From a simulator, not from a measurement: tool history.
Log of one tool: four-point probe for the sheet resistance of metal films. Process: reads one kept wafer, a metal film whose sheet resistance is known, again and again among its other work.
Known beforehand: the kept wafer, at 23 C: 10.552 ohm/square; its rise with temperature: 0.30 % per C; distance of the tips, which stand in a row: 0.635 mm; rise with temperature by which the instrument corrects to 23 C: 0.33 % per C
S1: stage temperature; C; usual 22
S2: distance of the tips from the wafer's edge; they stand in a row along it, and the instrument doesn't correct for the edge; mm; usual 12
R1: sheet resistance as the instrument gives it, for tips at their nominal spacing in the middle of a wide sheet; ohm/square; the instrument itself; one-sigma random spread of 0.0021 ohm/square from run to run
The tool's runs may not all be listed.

run    hour  S1  S2         R1
  1       0  22  12  10.551487
  2    47.6  22  12  10.553304
  3    83.4  22  12  10.555142
  4     134  22  12   10.55483
  5   183.9  22  12  10.556852
  6   213.3  22  39  10.541425
  7     256  22  39  10.546683
  8   288.9  22  39  10.544505
  9   313.5  22  39  10.548181
 10   358.9  22  39   10.54247
 11   400.1  22  16  10.556746
 12   451.1  25  12  10.551461
 13   492.9  25  12   10.55242
 14   530.1  22  12  10.564596
 15   579.3  22  56  10.548504
      582.3  -- stage's thermometer calibrated
 16   618.1  22  56  10.546229
 17   666.3  22  56   10.54535
      696.5  -- stage's thermometer calibrated, once more
 18   698.7  22  56  10.558592
 19   725.3  22  56  10.560494
 20     761  22  56  10.561997
 21   800.2  22  56  10.559981
 22   823.3  22  56  10.566284
 23   859.8  22  70  10.562205
 24   907.8  22  70  10.563922
 25     946  25  30  10.558996
 26   981.8  26  12  10.566268
 27  1028.9  26  12  10.574921
 28  1055.4  22   7  10.614497
 29  1106.4  22   7  10.619356
 30  1130.7  26   7   10.60221
 31  1178.5  26   7  10.599646
 32    1231  22  19  10.578424
 33  1284.1  22  33  10.577031
 34  1316.1  22  33  10.579366
 35  1362.5  22  33  10.578385
 36  1398.5  19   3   10.83772
 37    1447  19   3  10.835876

Run 38, settings as shown, results not yet in. Your forecast:
 38  1474.2  19  14   ?

{"run 38": {"R1": 10.599461}}
If the tool had no hidden condition, the same run with the same run-to-run variation would have returned R1 10.577595 ohm/square.
